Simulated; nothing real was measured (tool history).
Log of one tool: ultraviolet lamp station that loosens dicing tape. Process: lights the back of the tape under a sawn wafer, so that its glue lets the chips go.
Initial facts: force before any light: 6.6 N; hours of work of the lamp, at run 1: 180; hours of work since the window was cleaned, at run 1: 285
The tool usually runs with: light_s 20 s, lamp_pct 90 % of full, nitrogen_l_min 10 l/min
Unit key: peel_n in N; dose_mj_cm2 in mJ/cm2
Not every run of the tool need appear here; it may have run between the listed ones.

run    day  light_s  lamp_pct  nitrogen_l_min  hours of work of the lamp  hours of work since the window was cleaned  peel_n  dose_mj_cm2
  1  0.000       20        90              10                        180                                         285   0.223          225
  2  1.192       20        90              10                        198                                         303   0.243          224
  3  2.325       20        90              10                        215                                         320   0.242          218
  4  3.621       20        90              10                        234                                         339   0.256          215
  5  4.738       20        90              10                        251                                         356   0.263          215
  6  5.658       20        90              10                        265                                         370   0.256          208
  7  6.854       20        90              18                        283                                         388   0.207          209
     7.512  -- window cleaned of glue's vapour
  8  8.142       20        90              18                        302                                           9   0.161          253
  9  9.317       12        76              14                        320                                          27   0.613          124
 10  9.996       20        80              10                        330                                          37   0.241          219

Forecast each of these 4 alternatives for the next run:
  A  11.179       35        90              10                        348                                          55       ?            ?
  B  11.179       20        91              10                        348                                          55       ?            ?
  C  11.179       39        90               5                        348                                          55       ?            ?
  D  11.179       24        80              16                        348                                          55       ?            ?

run  peel_n  dose_mj_cm2
  A   0.131          431
  B   0.199          249
  C   0.138          478
  D   0.147          264
With no hidden state in the tool, these same runs would have given:
run  peel_n  dose_mj_cm2
  A   0.130          473
  B   0.175          274
  C   0.135          525
  D   0.136          290
